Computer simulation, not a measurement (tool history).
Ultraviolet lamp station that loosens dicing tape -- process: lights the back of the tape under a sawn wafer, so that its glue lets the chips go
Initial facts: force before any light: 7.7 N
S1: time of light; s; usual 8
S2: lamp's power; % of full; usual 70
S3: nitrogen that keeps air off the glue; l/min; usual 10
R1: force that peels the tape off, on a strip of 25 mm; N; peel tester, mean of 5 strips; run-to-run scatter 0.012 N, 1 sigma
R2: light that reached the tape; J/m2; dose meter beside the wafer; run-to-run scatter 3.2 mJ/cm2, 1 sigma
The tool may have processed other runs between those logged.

run,hour,S1,S2,S3,R1,R2
1,0,8,70,10,0.541,5070
2,24.6,8,70,10,0.539,5140
3,55.4,8,70,10,0.522,5080
4,102.7,8,70,10,0.553,5040
5,144.2,8,72,10,0.505,5290
6,187.7,14,70,10,0.265,8850
7,208.7,14,70,10,0.258,8940
8,251,8,70,10,0.539,5140
9,277.4,8,70,4,0.902,5100
# hour 287.8: window cleaned of glue's vapour
10,319.5,8,70,10,0.533,5060
11,348.3,8,70,7,0.673,5100
12,388.7,8,70,7,0.661,5100
13,408.7,8,70,10,0.54,5080
14,429.6,8,70,10,0.524,5090
15,449.7,8,70,10,0.528,5080
16,497,8,70,10,0.536,5080
17,523.4,8,70,10,0.54,5060
18,543.2,8,70,10,0.559,5070
19,567.6,8,92,10,0.336,6720
20,595.1,8,92,10,0.353,6690
21,644,8,71,10,0.545,5160
22,674.4,8,66,18,0.454,4790
23,698.5,8,66,18,0.473,4820
24,738.1,8,66,18,0.476,4860
25,760.6,8,66,18,0.459,4810
26,807.6,8,66,18,0.46,4810
27,840.4,9,79,9,0.367,6510
28,887.2,11,80,9,0.289,7990
29,909.6,8,70,13,0.473,5070
30,930.3,8,70,13,0.447,5120
31,962.3,8,70,19,0.413,5100
32,993.1,8,86,8,0.427,6280
# hour 1019.5: window cleaned of glue's vapour
33,1021.3,8,81,8,0.477,5890
34,1061.9,8,88,10,0.381,6440
35,1090,13,76,9,0.264,8970
36,1124.2,13,76,9,0.265,8990
37,1169,8,70,10,0.537,5090
38,1215.8,14,87,8,0.251,11040
39,1245.2,14,87,8,0.26,11020
40,1267.7,14,87,8,0.251,11170
41,1315.2,14,87,8,0.238,11120
# hour 1320.1: lamp changed
42,1341.6,14,87,8,0.244,11070

What if the next run were any one of these 5? Each begins from the tool's condition after run 42:
A,1381.7,14,87,16,?,?
B,1381.7,8,82,10,?,?
C,1381.7,15,82,19,?,?
D,1381.7,14,71,5,?,?
E,1381.7,14,92,5,?,?

run,R1,R2
A,0.256,11110
B,0.407,6010
C,0.234,11190
D,0.326,9040
E,0.248,11670
Take away the tool's hidden state, keep each run's random variation, and the runs would have read:
run,R1,R2
A,0.256,11120
B,0.407,6010
C,0.234,11190
D,0.326,9040
E,0.248,11680
